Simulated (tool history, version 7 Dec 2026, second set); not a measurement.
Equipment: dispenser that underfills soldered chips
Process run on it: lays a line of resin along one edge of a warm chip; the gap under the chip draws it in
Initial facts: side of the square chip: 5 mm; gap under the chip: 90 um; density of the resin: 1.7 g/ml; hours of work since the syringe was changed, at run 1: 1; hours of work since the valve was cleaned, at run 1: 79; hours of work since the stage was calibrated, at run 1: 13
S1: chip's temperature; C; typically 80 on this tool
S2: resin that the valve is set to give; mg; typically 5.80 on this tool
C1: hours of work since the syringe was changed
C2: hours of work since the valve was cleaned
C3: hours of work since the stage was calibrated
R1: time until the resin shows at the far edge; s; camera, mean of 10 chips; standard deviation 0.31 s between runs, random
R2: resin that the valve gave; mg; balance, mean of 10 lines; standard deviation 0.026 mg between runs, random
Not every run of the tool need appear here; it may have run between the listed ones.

Run 1, hour 0.0: usual settings; C1 1; C2 79; C3 13. Result: R1 8.6 s, R2 5.62 mg.
Run 2, hour 4.6: usual settings; C1 5; C2 82; C3 17. Result: R1 10.5 s, R2 5.58 mg.
Run 3, hour 8.0: usual settings; C1 7; C2 85; C3 20. Result: R1 13.4 s, R2 5.61 mg.
At hour 9.1: new syringe of resin.
Run 4, hour 13.0: usual settings; C1 3; C2 88; C3 23. Result: R1 9.7 s, R2 5.57 mg.
At hour 14.8: dispensing valve cleaned and set on the balance.
Run 5, hour 18.5: usual settings but S1 82 C; C1 7; C2 3; C3 27. Result: R1 10.6 s, R2 5.81 mg.
At hour 20.7: new syringe of resin.
Run 6, hour 23.4: usual settings; C1 2; C2 6; C3 30. Result: R1 9.0 s, R2 5.80 mg.
Run 7, hour 26.3: usual settings; C1 4; C2 9; C3 33. Result: R1 10.4 s, R2 5.75 mg.
At hour 31.5: new syringe of resin.
Run 8, hour 32.3: usual settings but S2 5.59 mg; C1 1; C2 13; C3 37. Result: R1 8.2 s, R2 5.59 mg.
Run 9, hour 37.9: usual settings; C1 5; C2 17; C3 41. Result: R1 11.2 s, R2 5.77 mg.
Run 10, hour 40.9: usual settings; C1 7; C2 20; C3 44. Result: R1 12.4 s, R2 5.79 mg.
At hour 42.1: new syringe of resin.
Run 11, hour 45.8: usual settings; C1 3; C2 23; C3 47. Result: R1 9.7 s, R2 5.78 mg.
Run 12, hour 51.3: usual settings; C1 7; C2 28; C3 52. Result: R1 12.6 s, R2 5.74 mg.
At hour 52.7: new syringe of resin.
Run 13, hour 54.3: usual settings; C1 1; C2 30; C3 54. Result: R1 9.0 s, R2 5.73 mg.
Run 14, hour 59.2: usual settings; C1 5; C2 34; C3 58. Result: R1 11.0 s, R2 5.74 mg.
At hour 63.3: new syringe of resin.
Run 15, hour 64.3: usual settings but S1 79 C; C1 1; C2 37; C3 61. Result: R1 8.6 s, R2 5.69 mg.
Run 16, hour 67.6: usual settings but S1 79 C; C1 3; C2 40; C3 64. Result: R1 10.1 s, R2 5.69 mg.
Run 17, hour 72.0: usual settings but S1 79 C, S2 7.03 mg; C1 7; C2 43; C3 67. Result: R1 12.5 s, R2 6.91 mg.
At hour 73.9: new syringe of resin.
Run 18, hour 76.2: usual settings but S1 79 C, S2 5.85 mg; C1 2; C2 46; C3 70. Result: R1 9.0 s, R2 5.71 mg.
Run 19, hour 81.0: usual settings but S1 83 C, S2 6.35 mg; C1 6; C2 50; C3 74. Result: R1 10.5 s, R2 6.21 mg.
At hour 84.7: new syringe of resin.
Run 20, hour 85.2: usual settings but S1 83 C, S2 6.35 mg; C1 0; C2 53; C3 77. Result: R1 7.7 s, R2 6.20 mg.
Run 21, hour 89.2: usual settings but S1 83 C, S2 6.35 mg; C1 4; C2 56; C3 80. Result: R1 8.7 s, R2 6.22 mg.
Run 22, hour 93.4: usual settings but S1 95 C, S2 6.03 mg; C1 7; C2 60; C3 83. Result: R1 7.1 s, R2 5.87 mg.
At hour 95.7: new syringe of resin.
Run 23, hour 96.4: usual settings but S1 90 C, S2 5.03 mg; C1 1; C2 62; C3 86. Result: R1 6.4 s, R2 4.88 mg.
Run 24, hour 99.7: usual settings but S1 75 C, S2 5.04 mg; C1 3; C2 64; C3 88. Result: R1 12.2 s, R2 4.88 mg.
Run 25, hour 105.1: usual settings but S1 79 C, S2 5.20 mg; C1 7; C2 68; C3 92. Result: R1 13.2 s, R2 5.06 mg.
At hour 106.8: new syringe of resin.
Run 26, hour 110.1: usual settings but S1 72 C, S2 7.42 mg; C1 3; C2 72; C3 96. Result: R1 11.6 s, R2 7.24 mg.
Run 27, hour 113.1: usual settings but S1 68 C, S2 6.30 mg; C1 5; C2 74; C3 98. Result: R1 15.4 s, R2 6.12 mg.
At hour 117.3: new syringe of resin.
Run 28, hour 119.2: usual settings but S1 91 C, S2 5.98 mg; C1 1; C2 79; C3 103. Result: R1 6.3 s, R2 5.79 mg.
Run 29, hour 122.8: usual settings but S1 74 C, S2 5.97 mg; C1 4; C2 82; C3 106. Result: R1 12.7 s, R2 5.77 mg.
Run 30, hour 125.4: usual settings but S1 67 C, S2 5.26 mg; C1 6; C2 84; C3 108. Result: R1 17.7 s, R2 5.09 mg.
At hour 127.9: new syringe of resin.
Run 31, hour 128.6: usual settings but S1 71 C, S2 5.10 mg; C1 1; C2 86; C3 110. Result: R1 11.6 s, R2 4.92 mg.
Run 32, hour 132.1: usual settings but S1 71 C, S2 5.10 mg; C1 3; C2 89; C3 113. Result: R1 13.0 s, R2 4.93 mg.
At hour 133.5: dispensing valve cleaned and set on the balance.
Run 33, hour 137.4: usual settings but S1 71 C, S2 5.10 mg; C1 7; C2 3; C3 116. Result: R1 16.3 s, R2 5.09 mg.
At hour 139.5: new syringe of resin.
Run 34, hour 141.3: usual settings but S1 86 C, S2 4.95 mg; C1 1; C2 6; C3 119. Result: R1 7.5 s, R2 4.97 mg.
Run 35, hour 145.9: usual settings but S1 74 C, S2 4.95 mg; C1 5; C2 9; C3 122. Result: R1 13.6 s, R2 4.92 mg.
Run 36, hour 149.7: usual settings but S1 74 C, S2 4.95 mg; C1 8; C2 12; C3 125. Result: R1 15.1 s, R2 4.92 mg.

Predict each of these 4 candidate next runs independently; none follows another, all start after run 36:
At hour 150.3: new syringe of resin.
Run A, hour 156.0: usual settings but S1 77 C, S2 5.47 mg; C1 4; C2 17; C3 130. Result: R1 ?, R2 ?.
At hour 150.3: new syringe of resin.
Run B, hour 156.0: usual settings but S1 94 C; C1 4; C2 17; C3 130. Result: R1 ?, R2 ?.
At hour 150.3: new syringe of resin.
Run C, hour 156.0: usual settings but S1 93 C, S2 5.99 mg; C1 4; C2 17; C3 130. Result: R1 ?, R2 ?.
At hour 150.3: new syringe of resin.
Run D, hour 156.0: usual settings but S1 85 C, S2 5.44 mg; C1 4; C2 17; C3 130. Result: R1 ?, R2 ?.

run    R1    R2
  A  11.4  5.46
  B   6.6  5.78
  C   6.3  5.96
  D   8.8  5.34
What these runs would have given with no unlogged condition in the tool:
run   R1    R2
  A  9.1  5.50
  B  5.2  5.82
  C  4.9  6.00
  D  7.0  5.38
